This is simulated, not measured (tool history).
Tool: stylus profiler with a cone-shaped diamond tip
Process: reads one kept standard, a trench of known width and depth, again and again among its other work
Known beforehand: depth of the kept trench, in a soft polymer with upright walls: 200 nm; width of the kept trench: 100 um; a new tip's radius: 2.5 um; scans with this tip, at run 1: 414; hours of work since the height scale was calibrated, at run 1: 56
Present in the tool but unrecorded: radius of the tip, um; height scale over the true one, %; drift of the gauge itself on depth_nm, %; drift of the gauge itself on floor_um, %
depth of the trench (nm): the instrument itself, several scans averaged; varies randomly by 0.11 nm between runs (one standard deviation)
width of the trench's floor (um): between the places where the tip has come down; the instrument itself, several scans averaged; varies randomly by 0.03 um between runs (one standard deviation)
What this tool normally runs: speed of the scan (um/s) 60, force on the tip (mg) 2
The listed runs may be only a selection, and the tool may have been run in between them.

run,hour,speed of the scan (um/s),force on the tip (mg),scans with this tip,hours of work since the height scale was calibrated,depth of the trench (nm),width of the trench's floor (um)
1,0,60,2,414,56,200.79,97.88
2,12,41,2,470,64,200.85,97.96
3,31.2,60,2,558,76,200.94,97.91
4,46.8,60,2,631,86,201.01,97.84
5,68.7,60,2,731,100,200.93,97.9
6,91.8,17,2,838,114,200.99,97.95
7,110.3,17,2,924,126,200.94,98
8,124.1,175,2,988,134,201.18,97.57
9,139.2,94,4.23,1058,144,201.61,97.9
10,158.5,44,1.77,1147,156,200.87,97.95
11,181.3,16,3.66,1252,170,201.68,98.03
12,191.9,151,2,1301,177,200.89,97.62
13,206.1,151,2,1366,186,201,97.66
14,220.6,118,3.12,1434,195,201.51,97.76
15,244,118,3.12,1542,210,201.34,97.79

Alternative continuations, all from the tool just after run 15; predict every row:
A,257.9,60,1.61,1606,218,?,?
B,257.9,172,3.09,1606,218,?,?
C,257.9,47,1.8,1606,218,?,?

run,depth of the trench (nm),width of the trench's floor (um)
A,201.11,97.83
B,201.51,97.64
C,201.12,97.84
Without the tool's hidden state the same runs would have given:
run,depth of the trench (nm),width of the trench's floor (um)
A,200.93,97.86
B,201.34,97.67
C,200.95,97.87
